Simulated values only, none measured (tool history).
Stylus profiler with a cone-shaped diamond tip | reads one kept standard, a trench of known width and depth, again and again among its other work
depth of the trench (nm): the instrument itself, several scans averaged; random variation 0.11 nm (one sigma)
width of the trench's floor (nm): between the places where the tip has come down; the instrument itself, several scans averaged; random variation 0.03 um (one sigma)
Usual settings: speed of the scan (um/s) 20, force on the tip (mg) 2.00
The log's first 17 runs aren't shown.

run    hour  speed of the scan (um/s)  force on the tip (mg)  scans with this tip  hours of work since the height scale was calibrated  depth of the trench (nm)  width of the trench's floor (nm)
     1485.0  -- height scale calibrated on a step standard, once more
 18  1580.1                        29                   2.00                10390                                                   43                    202.96                             95940
 19  1631.2                        20                   2.00                10658                                                   65                    202.93                             95960
 20  1747.0                        50                   1.92                11266                                                  117                    202.97                             95720
 21  1847.3                        20                   1.24                11792                                                  162                    202.34                             95840
 22  1921.8                        20                   1.24                12183                                                  196                    202.24                             95860
     1934.7  -- new tip fitted, height scale calibrated
 23  2011.3                        20                   1.24                  402                                                   34                    202.22                             96950
 24  2107.2                        20                   3.63                  904                                                   77                    204.34                             96950
 25  2165.0                        20                   3.63                 1208                                                  103                    204.34                             96910
 26  2237.5                        20                   3.63                 1588                                                  136                    204.52                             96920
 27  2355.6                        20                   1.31                 2207                                                  188                    202.57                             96790
 28  2428.2                        20                   1.31                 2588                                                  221                    202.25                             96740
 29  2507.4                        20                   1.31                 3003                                                  256                    202.41                             96680
 30  2609.1                        20                   1.31                 3537                                                  302                    202.27                             96680
 31  2665.9                        18                   4.99                 3835                                                  327                    205.43                             96670
 32  2768.3                        18                   5.67                 4372                                                  373                    206.05                             96600
 33  2871.6                        18                   5.67                 4913                                                  420                    205.83                             96560
 34  2950.3                        18                   5.67                 5326                                                  455                    205.93                             96540
 35  3004.2                        39                   3.16                 5609                                                  479                    204.27                             96400
 36  3091.6                         9                   4.20                 6067                                                  518                    205.08                             96500
 37  3214.3                         9                   4.20                 6711                                                  573                    205.14                             96410

Forecast each of these 4 alternatives for the next run:
  A  3299.6                         9                   4.19                 7158                                                  611                         ?                                 ?
  B  3299.6                        37                   1.64                 7158                                                  611                         ?                                 ?
  C  3299.6                        72                   3.30                 7158                                                  611                         ?                                 ?
  D  3299.6                        48                   5.49                 7158                                                  611                         ?                                 ?

run  depth of the trench (nm)  width of the trench's floor (nm)
  A                    205.17                             96360
  B                    202.78                             96180
  C                    204.45                             96060
  D                    205.88                             96230
Without the tool's hidden state the same runs would have given:
run  depth of the trench (nm)  width of the trench's floor (nm)
  A                    204.83                             97120
  B                    202.44                             96950
  C                    204.11                             96830
  D                    205.54                             97000
